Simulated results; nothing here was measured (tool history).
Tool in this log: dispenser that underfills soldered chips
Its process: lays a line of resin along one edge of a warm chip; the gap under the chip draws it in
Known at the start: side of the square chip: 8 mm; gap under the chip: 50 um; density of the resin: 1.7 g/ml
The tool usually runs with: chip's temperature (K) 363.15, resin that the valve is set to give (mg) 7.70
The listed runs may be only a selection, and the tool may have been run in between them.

run,day,chip's temperature (K),resin that the valve is set to give (mg),time until the resin shows at the far edge (s),resin that the valve gave (mg)
1,0.000,363.15,7.70,49.1,7.36
2,0.192,363.15,7.70,56.9,7.35
3,0.504,363.15,7.70,73.4,7.30
# day 0.588: new syringe of resin
4,0.775,363.15,7.70,56.9,7.34
5,1.025,363.15,7.70,70.7,7.30
6,1.175,355.15,7.70,104.3,7.25
# day 1.208: new syringe of resin
7,1.442,355.15,7.70,79.5,7.27
8,1.762,355.15,7.70,103.3,7.30
# day 1.842: new syringe of resin
9,1.992,353.15,7.70,78.7,7.27
10,2.200,353.15,7.70,92.4,7.20
11,2.421,353.15,7.70,112.2,7.21
# day 2.475: new syringe of resin
12,2.758,353.15,7.70,89.1,7.20
13,2.904,353.15,7.70,100.3,7.15
# day 3.104: new syringe of resin
14,3.129,353.15,7.70,72.5,7.12
15,3.333,353.15,7.70,85.6,7.17
16,3.621,375.15,6.87,53.2,6.39
# day 3.733: new syringe of resin
17,3.871,363.15,9.60,53.4,8.88
18,4.171,363.15,9.60,69.3,8.86
# day 4.362: new syringe of resin
# day 4.442: dispensing valve cleaned and set on the balance
19,4.517,366.15,6.50,51.3,6.50
20,4.779,361.15,6.60,76.2,6.58
21,4.933,354.15,6.89,107.6,6.87
# day 5.038: new syringe of resin
22,5.108,362.15,8.03,52.0,7.98
23,5.342,370.15,8.71,49.2,8.67
24,5.488,349.15,8.90,112.6,8.82

The logged runs with the hidden state left out (each run's random variation unchanged):
The hidden state here: resin's viscosity, % of fresh resin's; dose that the valve gives, % of what is set; true chip temperature over the reading, C; drift of the gauge itself on fill_s, %; drift of the gauge itself on given_mg, %.
run,time until the resin shows at the far edge (s),resin that the valve gave (mg)
1,46.4,7.70
2,45.8,7.70
3,45.5,7.67
4,46.5,7.73
5,47.1,7.70
6,61.3,7.66
7,62.7,7.70
8,62.4,7.75
9,66.3,7.73
10,65.6,7.67
11,66.5,7.70
12,66.7,7.70
13,66.5,7.67
14,66.5,7.65
15,66.3,7.72
16,32.3,6.89
17,45.5,9.60
18,46.1,9.60
19,44.4,6.50
20,52.9,6.59
21,65.9,6.89
22,47.2,8.01
23,36.8,8.72
24,74.6,8.88

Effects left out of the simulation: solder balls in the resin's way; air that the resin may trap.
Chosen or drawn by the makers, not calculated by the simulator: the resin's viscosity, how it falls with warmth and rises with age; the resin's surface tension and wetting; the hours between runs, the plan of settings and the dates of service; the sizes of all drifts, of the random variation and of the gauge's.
